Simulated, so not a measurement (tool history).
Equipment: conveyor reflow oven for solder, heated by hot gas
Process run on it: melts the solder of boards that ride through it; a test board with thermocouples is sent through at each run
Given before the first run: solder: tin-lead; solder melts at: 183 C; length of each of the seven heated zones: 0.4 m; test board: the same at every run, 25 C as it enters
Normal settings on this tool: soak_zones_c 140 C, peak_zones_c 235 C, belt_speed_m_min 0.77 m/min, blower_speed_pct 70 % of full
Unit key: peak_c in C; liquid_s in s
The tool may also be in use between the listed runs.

run,hour,soak_zones_c,peak_zones_c,belt_speed_m_min,blower_speed_pct,peak_c,liquid_s
1,0,140,235,0.77,70,215.3,45
# hour 23.5: flux residue cleaned out of gas plates and filters
2,58.5,140,235,0.77,70,212.3,44.4
3,125.1,140,235,0.793,70,211.5,41.7
4,192.5,140,235,0.793,70,210.3,41.3
# hour 206.3: thermocouples of zones 6 and 7 changed
5,234.9,140,233,0.77,70,212.9,43.8
# hour 247.9: flux residue cleaned out of gas plates and filters, once more
6,282.6,140,233,0.77,70,218.6,48.6
7,324.3,142,235,0.77,70,219.2,50.8
8,378,142,235,0.77,70,219.7,50.3
9,431,142,235,0.77,70,218.8,50.7
10,508.3,142,235,0.77,70,218.6,50.2
11,547,142,235,0.77,70,218.5,49
12,623.4,142,235,0.77,70,217.3,49.5
13,706.9,140,235,0.77,70,215.9,48
# hour 734.9: flux residue cleaned out of gas plates and filters
# hour 778: belt drive overhauled, speed set with a stopwatch
14,795.6,127,235,0.77,70,215.1,42.9
15,838.2,127,235,0.77,70,215.9,42.6
16,910.6,127,235,0.885,61,206.2,29
17,995.2,131,232,0.821,73,211.1,38.1
18,1040.8,140,235,0.77,70,215.5,47.2
19,1093.5,131,235,0.802,70,212,39.3
20,1135.8,139,241,0.831,51,210,36.7
21,1191.7,139,223,0.831,75,203.2,33.1
# hour 1224.2: flux residue cleaned out of gas plates and filters
22,1258.3,146,225,0.637,74,215.3,60.1
# hour 1279.5: thermocouples of zones 6 and 7 changed
23,1342.4,146,225,0.778,71,211.6,45.4
24,1383.9,146,225,0.778,71,210.6,45.4
25,1431.5,146,225,0.778,71,211.7,45.4
26,1517.2,151,235,0.884,60,211.9,39.4
27,1580.2,145,240,0.662,60,224.5,62.1
28,1625.3,145,240,0.885,80,220.2,44.2
# hour 1710.7: flux residue cleaned out of gas plates and filters
29,1715.4,140,229,0.77,75,215.2,47.2

4 options for the next run, each taken on its own from the tool as it stands now. Forecast them:
A,1759.7,140,239,0.84,75,?,?
B,1759.7,134,235,0.879,70,?,?
C,1759.7,140,229,0.726,51,?,?
D,1759.7,128,229,0.77,75,?,?

run,peak_c,liquid_s
A,221.6,46.2
B,213.9,37.3
C,209,43.8
D,213.1,42.6
With no hidden state in the tool, these same runs would have given:
run,peak_c,liquid_s
A,222.6,46
B,214.8,37.3
C,209.7,43.8
D,214.1,42.7
